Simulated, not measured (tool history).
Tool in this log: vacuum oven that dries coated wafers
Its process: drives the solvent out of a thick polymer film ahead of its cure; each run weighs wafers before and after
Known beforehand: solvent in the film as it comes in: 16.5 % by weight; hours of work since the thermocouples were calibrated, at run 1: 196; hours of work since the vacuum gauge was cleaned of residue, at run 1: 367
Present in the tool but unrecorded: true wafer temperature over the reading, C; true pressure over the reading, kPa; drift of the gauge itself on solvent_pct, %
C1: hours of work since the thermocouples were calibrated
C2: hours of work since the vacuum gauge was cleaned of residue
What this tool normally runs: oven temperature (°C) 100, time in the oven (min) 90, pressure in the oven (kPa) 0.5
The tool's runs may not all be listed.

{"run": 1, "hour": 0.0, "oven temperature (°C)": 100, "time in the oven (min)": 90, "pressure in the oven (kPa)": 0.5, "C1": 196, "C2": 367, "solvent left in the film (%)": 2.85}
{"run": 2, "hour": 51.3, "oven temperature (°C)": 100, "time in the oven (min)": 90, "pressure in the oven (kPa)": 1.991, "C1": 235, "C2": 405, "solvent left in the film (%)": 3.98}
{"run": 3, "hour": 142.6, "oven temperature (°C)": 100, "time in the oven (min)": 90, "pressure in the oven (kPa)": 1.121, "C1": 303, "C2": 473, "solvent left in the film (%)": 3.28}
{"run": 4, "hour": 196.0, "oven temperature (°C)": 100, "time in the oven (min)": 90, "pressure in the oven (kPa)": 1.121, "C1": 343, "C2": 513, "solvent left in the film (%)": 3.34}
{"run": 5, "hour": 281.5, "oven temperature (°C)": 100, "time in the oven (min)": 90, "pressure in the oven (kPa)": 1.121, "C1": 406, "C2": 577, "solvent left in the film (%)": 3.3}
{"run": 6, "hour": 355.5, "oven temperature (°C)": 100, "time in the oven (min)": 90, "pressure in the oven (kPa)": 0.5, "C1": 462, "C2": 632, "solvent left in the film (%)": 2.81}
{"run": 7, "hour": 450.2, "oven temperature (°C)": 100, "time in the oven (min)": 101, "pressure in the oven (kPa)": 0.5, "C1": 532, "C2": 703, "solvent left in the film (%)": 2.38}
{"run": 8, "hour": 544.4, "oven temperature (°C)": 91, "time in the oven (min)": 101, "pressure in the oven (kPa)": 0.5, "C1": 602, "C2": 773, "solvent left in the film (%)": 4.22}
{"run": 9, "hour": 592.8, "oven temperature (°C)": 100, "time in the oven (min)": 90, "pressure in the oven (kPa)": 0.5, "C1": 639, "C2": 809, "solvent left in the film (%)": 2.69}
{"run": 10, "hour": 638.3, "oven temperature (°C)": 100, "time in the oven (min)": 90, "pressure in the oven (kPa)": 0.5, "C1": 673, "C2": 843, "solvent left in the film (%)": 2.81}
{"hour": 680.1, "done": "oven's thermocouples calibrated"}
{"run": 11, "hour": 696.7, "oven temperature (°C)": 100, "time in the oven (min)": 90, "pressure in the oven (kPa)": 0.5, "C1": 12, "C2": 885, "solvent left in the film (%)": 2.8}
{"run": 12, "hour": 772.9, "oven temperature (°C)": 100, "time in the oven (min)": 90, "pressure in the oven (kPa)": 0.69, "C1": 69, "C2": 942, "solvent left in the film (%)": 3.05}
{"run": 13, "hour": 854.8, "oven temperature (°C)": 112, "time in the oven (min)": 90, "pressure in the oven (kPa)": 0.5, "C1": 130, "C2": 1003, "solvent left in the film (%)": 1.27}
{"run": 14, "hour": 949.1, "oven temperature (°C)": 96, "time in the oven (min)": 90, "pressure in the oven (kPa)": 0.5, "C1": 201, "C2": 1073, "solvent left in the film (%)": 3.67}
{"run": 15, "hour": 1029.7, "oven temperature (°C)": 96, "time in the oven (min)": 90, "pressure in the oven (kPa)": 0.5, "C1": 261, "C2": 1133, "solvent left in the film (%)": 3.73}
{"run": 16, "hour": 1090.7, "oven temperature (°C)": 100, "time in the oven (min)": 90, "pressure in the oven (kPa)": 1.586, "C1": 306, "C2": 1179, "solvent left in the film (%)": 3.86}
{"run": 17, "hour": 1169.8, "oven temperature (°C)": 100, "time in the oven (min)": 123, "pressure in the oven (kPa)": 1.586, "C1": 365, "C2": 1238, "solvent left in the film (%)": 2.94}
{"run": 18, "hour": 1214.7, "oven temperature (°C)": 100, "time in the oven (min)": 104, "pressure in the oven (kPa)": 1.586, "C1": 399, "C2": 1271, "solvent left in the film (%)": 3.39}
{"run": 19, "hour": 1260.8, "oven temperature (°C)": 100, "time in the oven (min)": 90, "pressure in the oven (kPa)": 0.5, "C1": 433, "C2": 1306, "solvent left in the film (%)": 2.94}
{"run": 20, "hour": 1321.6, "oven temperature (°C)": 100, "time in the oven (min)": 119, "pressure in the oven (kPa)": 0.5, "C1": 479, "C2": 1351, "solvent left in the film (%)": 2.07}
{"run": 21, "hour": 1362.0, "oven temperature (°C)": 100, "time in the oven (min)": 48, "pressure in the oven (kPa)": 0.5, "C1": 509, "C2": 1381, "solvent left in the film (%)": 5.65}
{"run": 22, "hour": 1407.6, "oven temperature (°C)": 100, "time in the oven (min)": 90, "pressure in the oven (kPa)": 0.5, "C1": 543, "C2": 1415, "solvent left in the film (%)": 2.94}
{"run": 23, "hour": 1491.7, "oven temperature (°C)": 100, "time in the oven (min)": 90, "pressure in the oven (kPa)": 1.102, "C1": 606, "C2": 1478, "solvent left in the film (%)": 3.48}
{"run": 24, "hour": 1557.3, "oven temperature (°C)": 100, "time in the oven (min)": 90, "pressure in the oven (kPa)": 1.102, "C1": 654, "C2": 1527, "solvent left in the film (%)": 3.5}
{"run": 25, "hour": 1603.1, "oven temperature (°C)": 114, "time in the oven (min)": 125, "pressure in the oven (kPa)": 1.177, "C1": 689, "C2": 1561, "solvent left in the film (%)": 1.16}
{"hour": 1623.3, "done": "oven's thermocouples calibrated"}
{"run": 26, "hour": 1688.7, "oven temperature (°C)": 105, "time in the oven (min)": 58, "pressure in the oven (kPa)": 1.994, "C1": 49, "C2": 1624, "solvent left in the film (%)": 4.84}
{"run": 27, "hour": 1748.8, "oven temperature (°C)": 89, "time in the oven (min)": 81, "pressure in the oven (kPa)": 0.394, "C1": 94, "C2": 1668, "solvent left in the film (%)": 5.94}
{"run": 28, "hour": 1802.5, "oven temperature (°C)": 111, "time in the oven (min)": 81, "pressure in the oven (kPa)": 0.394, "C1": 134, "C2": 1709, "solvent left in the film (%)": 1.67}
{"run": 29, "hour": 1859.4, "oven temperature (°C)": 91, "time in the oven (min)": 90, "pressure in the oven (kPa)": 0.452, "C1": 176, "C2": 1751, "solvent left in the film (%)": 5.19}
{"run": 30, "hour": 1906.7, "oven temperature (°C)": 91, "time in the oven (min)": 90, "pressure in the oven (kPa)": 0.452, "C1": 211, "C2": 1786, "solvent left in the film (%)": 5.1}
{"run": 31, "hour": 2000.3, "oven temperature (°C)": 91, "time in the oven (min)": 152, "pressure in the oven (kPa)": 0.571, "C1": 281, "C2": 1856, "solvent left in the film (%)": 3.25}
{"run": 32, "hour": 2093.0, "oven temperature (°C)": 113, "time in the oven (min)": 66, "pressure in the oven (kPa)": 0.987, "C1": 350, "C2": 1925, "solvent left in the film (%)": 2.34}
{"run": 33, "hour": 2138.4, "oven temperature (°C)": 113, "time in the oven (min)": 66, "pressure in the oven (kPa)": 0.987, "C1": 384, "C2": 1959, "solvent left in the film (%)": 2.39}
{"run": 34, "hour": 2234.7, "oven temperature (°C)": 95, "time in the oven (min)": 113, "pressure in the oven (kPa)": 0.987, "C1": 456, "C2": 2031, "solvent left in the film (%)": 4.03}
{"hour": 2274.2, "done": "vacuum gauge cleaned of residue and calibrated"}
{"run": 35, "hour": 2323.2, "oven temperature (°C)": 95, "time in the oven (min)": 113, "pressure in the oven (kPa)": 0.987, "C1": 521, "C2": 37, "solvent left in the film (%)": 3.06}
{"run": 36, "hour": 2374.6, "oven temperature (°C)": 95, "time in the oven (min)": 113, "pressure in the oven (kPa)": 0.987, "C1": 559, "C2": 75, "solvent left in the film (%)": 3.13}
{"run": 37, "hour": 2469.9, "oven temperature (°C)": 92, "time in the oven (min)": 90, "pressure in the oven (kPa)": 0.5, "C1": 631, "C2": 146, "solvent left in the film (%)": 4.1}
{"run": 38, "hour": 2554.3, "oven temperature (°C)": 87, "time in the oven (min)": 50, "pressure in the oven (kPa)": 1.204, "C1": 694, "C2": 209, "solvent left in the film (%)": 8.71}
{"hour": 2571.6, "done": "oven's thermocouples calibrated"}
{"run": 39, "hour": 2637.9, "oven temperature (°C)": 112, "time in the oven (min)": 133, "pressure in the oven (kPa)": 0.268, "C1": 49, "C2": 270, "solvent left in the film (%)": 0.4}
{"run": 40, "hour": 2721.6, "oven temperature (°C)": 93, "time in the oven (min)": 56, "pressure in the oven (kPa)": 0.909, "C1": 112, "C2": 332, "solvent left in the film (%)": 6.68}
{"run": 41, "hour": 2785.4, "oven temperature (°C)": 102, "time in the oven (min)": 96, "pressure in the oven (kPa)": 0.79, "C1": 160, "C2": 380, "solvent left in the film (%)": 2.36}
{"run": 42, "hour": 2880.1, "oven temperature (°C)": 102, "time in the oven (min)": 96, "pressure in the oven (kPa)": 0.79, "C1": 230, "C2": 451, "solvent left in the film (%)": 2.38}
{"run": 43, "hour": 2947.2, "oven temperature (°C)": 93, "time in the oven (min)": 74, "pressure in the oven (kPa)": 0.255, "C1": 280, "C2": 501, "solvent left in the film (%)": 4.7}
{"run": 44, "hour": 2997.8, "oven temperature (°C)": 91, "time in the oven (min)": 127, "pressure in the oven (kPa)": 0.382, "C1": 318, "C2": 538, "solvent left in the film (%)": 2.97}
{"run": 45, "hour": 3081.7, "oven temperature (°C)": 91, "time in the oven (min)": 127, "pressure in the oven (kPa)": 0.382, "C1": 381, "C2": 601, "solvent left in the film (%)": 3.06}
{"run": 46, "hour": 3143.6, "oven temperature (°C)": 93, "time in the oven (min)": 50, "pressure in the oven (kPa)": 1.628, "C1": 427, "C2": 647, "solvent left in the film (%)": 7.87}
{"run": 47, "hour": 3197.6, "oven temperature (°C)": 93, "time in the oven (min)": 50, "pressure in the oven (kPa)": 1.628, "C1": 467, "C2": 687, "solvent left in the film (%)": 7.67}
{"run": 48, "hour": 3295.7, "oven temperature (°C)": 87, "time in the oven (min)": 114, "pressure in the oven (kPa)": 0.5, "C1": 540, "C2": 761, "solvent left in the film (%)": 4.63}

Here are 3 independent what-if runs from the current tool condition. What would each one return?
{"run": "A", "hour": 3338.1, "oven temperature (°C)": 100, "time in the oven (min)": 122, "pressure in the oven (kPa)": 0.812, "C1": 572, "C2": 792, "solvent left in the film (%)": "?"}
{"run": "B", "hour": 3338.1, "oven temperature (°C)": 94, "time in the oven (min)": 78, "pressure in the oven (kPa)": 0.932, "C1": 572, "C2": 792, "solvent left in the film (%)": "?"}
{"run": "C", "hour": 3338.1, "oven temperature (°C)": 93, "time in the oven (min)": 90, "pressure in the oven (kPa)": 0.584, "C1": 572, "C2": 792, "solvent left in the film (%)": "?"}

run=A solvent_left_in_the_film_(%)=2.13
run=B solvent_left_in_the_film_(%)=5.06
run=C solvent_left_in_the_film_(%)=4.3
The same runs, with their run-to-run variation unchanged, on a tool lacking any hidden condition would have given:
run=A solvent_left_in_the_film_(%)=1.88
run=B solvent_left_in_the_film_(%)=4.85
run=C solvent_left_in_the_film_(%)=4.06
